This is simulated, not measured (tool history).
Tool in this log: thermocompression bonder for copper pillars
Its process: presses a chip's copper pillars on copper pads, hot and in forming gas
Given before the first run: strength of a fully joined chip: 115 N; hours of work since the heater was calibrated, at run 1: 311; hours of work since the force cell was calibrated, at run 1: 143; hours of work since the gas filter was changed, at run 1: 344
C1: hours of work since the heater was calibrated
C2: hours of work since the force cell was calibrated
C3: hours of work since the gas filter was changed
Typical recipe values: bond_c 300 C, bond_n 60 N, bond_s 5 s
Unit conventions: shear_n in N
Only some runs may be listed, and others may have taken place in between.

{"run": 1, "hour": 0.0, "bond_c": 300, "bond_n": 60, "bond_s": 5, "C1": 311, "C2": 143, "C3": 344, "shear_n": 68.1}
{"hour": 8.5, "done": "forming gas filter changed"}
{"run": 2, "hour": 8.8, "bond_c": 300, "bond_n": 60, "bond_s": 5, "C1": 315, "C2": 147, "C3": 0, "shear_n": 73.5}
{"run": 3, "hour": 18.1, "bond_c": 300, "bond_n": 60, "bond_s": 5, "C1": 321, "C2": 152, "C3": 5, "shear_n": 72.5}
{"run": 4, "hour": 28.2, "bond_c": 300, "bond_n": 60, "bond_s": 5, "C1": 326, "C2": 158, "C3": 11, "shear_n": 73.3}
{"run": 5, "hour": 34.4, "bond_c": 300, "bond_n": 64, "bond_s": 5, "C1": 330, "C2": 161, "C3": 14, "shear_n": 76.0}
{"run": 6, "hour": 44.1, "bond_c": 300, "bond_n": 87, "bond_s": 5, "C1": 335, "C2": 167, "C3": 20, "shear_n": 93.9}
{"run": 7, "hour": 56.2, "bond_c": 329, "bond_n": 60, "bond_s": 5, "C1": 342, "C2": 174, "C3": 27, "shear_n": 90.0}
{"run": 8, "hour": 66.5, "bond_c": 329, "bond_n": 38, "bond_s": 5, "C1": 348, "C2": 179, "C3": 32, "shear_n": 65.9}
{"run": 9, "hour": 74.7, "bond_c": 300, "bond_n": 60, "bond_s": 5, "C1": 352, "C2": 184, "C3": 37, "shear_n": 73.3}
{"run": 10, "hour": 84.0, "bond_c": 300, "bond_n": 60, "bond_s": 5, "C1": 357, "C2": 189, "C3": 42, "shear_n": 73.1}
{"run": 11, "hour": 96.4, "bond_c": 300, "bond_n": 46, "bond_s": 5, "C1": 364, "C2": 196, "C3": 49, "shear_n": 58.5}
{"run": 12, "hour": 103.1, "bond_c": 300, "bond_n": 60, "bond_s": 5, "C1": 368, "C2": 200, "C3": 53, "shear_n": 72.4}
{"run": 13, "hour": 113.9, "bond_c": 300, "bond_n": 68, "bond_s": 5, "C1": 374, "C2": 206, "C3": 59, "shear_n": 79.7}
{"run": 14, "hour": 121.3, "bond_c": 300, "bond_n": 68, "bond_s": 5, "C1": 378, "C2": 210, "C3": 63, "shear_n": 79.3}
{"run": 15, "hour": 133.8, "bond_c": 300, "bond_n": 68, "bond_s": 5, "C1": 385, "C2": 217, "C3": 70, "shear_n": 78.6}
{"run": 16, "hour": 142.6, "bond_c": 300, "bond_n": 68, "bond_s": 5, "C1": 390, "C2": 222, "C3": 75, "shear_n": 80.4}
{"run": 17, "hour": 149.1, "bond_c": 300, "bond_n": 60, "bond_s": 5, "C1": 393, "C2": 225, "C3": 78, "shear_n": 71.6}
{"run": 18, "hour": 157.7, "bond_c": 300, "bond_n": 60, "bond_s": 5, "C1": 398, "C2": 230, "C3": 83, "shear_n": 70.7}
{"run": 19, "hour": 169.8, "bond_c": 300, "bond_n": 60, "bond_s": 6, "C1": 405, "C2": 237, "C3": 90, "shear_n": 75.4}
{"run": 20, "hour": 183.6, "bond_c": 300, "bond_n": 60, "bond_s": 5, "C1": 413, "C2": 244, "C3": 97, "shear_n": 70.8}
{"run": 21, "hour": 192.9, "bond_c": 311, "bond_n": 60, "bond_s": 5, "C1": 418, "C2": 250, "C3": 103, "shear_n": 76.9}
{"run": 22, "hour": 204.1, "bond_c": 276, "bond_n": 66, "bond_s": 5, "C1": 424, "C2": 256, "C3": 109, "shear_n": 59.3}
{"run": 23, "hour": 215.3, "bond_c": 300, "bond_n": 60, "bond_s": 6, "C1": 430, "C2": 262, "C3": 115, "shear_n": 74.8}
{"run": 24, "hour": 225.4, "bond_c": 315, "bond_n": 53, "bond_s": 5, "C1": 436, "C2": 268, "C3": 121, "shear_n": 73.5}
{"run": 25, "hour": 234.9, "bond_c": 315, "bond_n": 53, "bond_s": 4, "C1": 441, "C2": 273, "C3": 126, "shear_n": 68.8}
{"run": 26, "hour": 242.1, "bond_c": 315, "bond_n": 79, "bond_s": 5, "C1": 445, "C2": 277, "C3": 130, "shear_n": 93.5}
{"run": 27, "hour": 248.7, "bond_c": 292, "bond_n": 54, "bond_s": 5, "C1": 449, "C2": 281, "C3": 134, "shear_n": 58.9}
{"run": 28, "hour": 261.3, "bond_c": 292, "bond_n": 54, "bond_s": 5, "C1": 456, "C2": 288, "C3": 141, "shear_n": 58.0}
{"run": 29, "hour": 272.2, "bond_c": 292, "bond_n": 54, "bond_s": 5, "C1": 462, "C2": 294, "C3": 147, "shear_n": 58.6}
{"run": 30, "hour": 283.4, "bond_c": 289, "bond_n": 54, "bond_s": 8, "C1": 468, "C2": 300, "C3": 153, "shear_n": 64.9}
{"run": 31, "hour": 291.3, "bond_c": 306, "bond_n": 81, "bond_s": 7, "C1": 473, "C2": 304, "C3": 157, "shear_n": 94.1}
{"run": 32, "hour": 303.0, "bond_c": 300, "bond_n": 42, "bond_s": 9, "C1": 479, "C2": 311, "C3": 164, "shear_n": 61.6}
{"run": 33, "hour": 315.6, "bond_c": 303, "bond_n": 41, "bond_s": 4, "C1": 486, "C2": 318, "C3": 171, "shear_n": 47.8}
{"run": 34, "hour": 324.0, "bond_c": 286, "bond_n": 60, "bond_s": 5, "C1": 491, "C2": 322, "C3": 175, "shear_n": 58.5}
{"run": 35, "hour": 336.2, "bond_c": 286, "bond_n": 60, "bond_s": 5, "C1": 497, "C2": 329, "C3": 182, "shear_n": 59.6}
{"run": 36, "hour": 342.2, "bond_c": 286, "bond_n": 60, "bond_s": 5, "C1": 501, "C2": 333, "C3": 186, "shear_n": 58.2}
{"run": 37, "hour": 354.9, "bond_c": 304, "bond_n": 75, "bond_s": 5, "C1": 508, "C2": 340, "C3": 193, "shear_n": 82.2}
{"run": 38, "hour": 366.2, "bond_c": 300, "bond_n": 48, "bond_s": 7, "C1": 514, "C2": 346, "C3": 199, "shear_n": 63.0}
{"run": 39, "hour": 378.4, "bond_c": 300, "bond_n": 48, "bond_s": 7, "C1": 521, "C2": 353, "C3": 206, "shear_n": 62.9}

Alternative continuations, all from the tool just after run 39; predict every row:
{"run": "A", "hour": 392.7, "bond_c": 312, "bond_n": 79, "bond_s": 6, "C1": 529, "C2": 361, "C3": 214, "shear_n": "?"}
{"run": "B", "hour": 392.7, "bond_c": 307, "bond_n": 58, "bond_s": 3, "C1": 529, "C2": 361, "C3": 214, "shear_n": "?"}
{"run": "C", "hour": 392.7, "bond_c": 324, "bond_n": 71, "bond_s": 5, "C1": 529, "C2": 361, "C3": 214, "shear_n": "?"}

run=A shear_n=91.9
run=B shear_n=60.9
run=C shear_n=91.0
Without the tool's hidden state the same runs would have given:
run=A shear_n=99.8
run=B shear_n=68.3
run=C shear_n=99.0

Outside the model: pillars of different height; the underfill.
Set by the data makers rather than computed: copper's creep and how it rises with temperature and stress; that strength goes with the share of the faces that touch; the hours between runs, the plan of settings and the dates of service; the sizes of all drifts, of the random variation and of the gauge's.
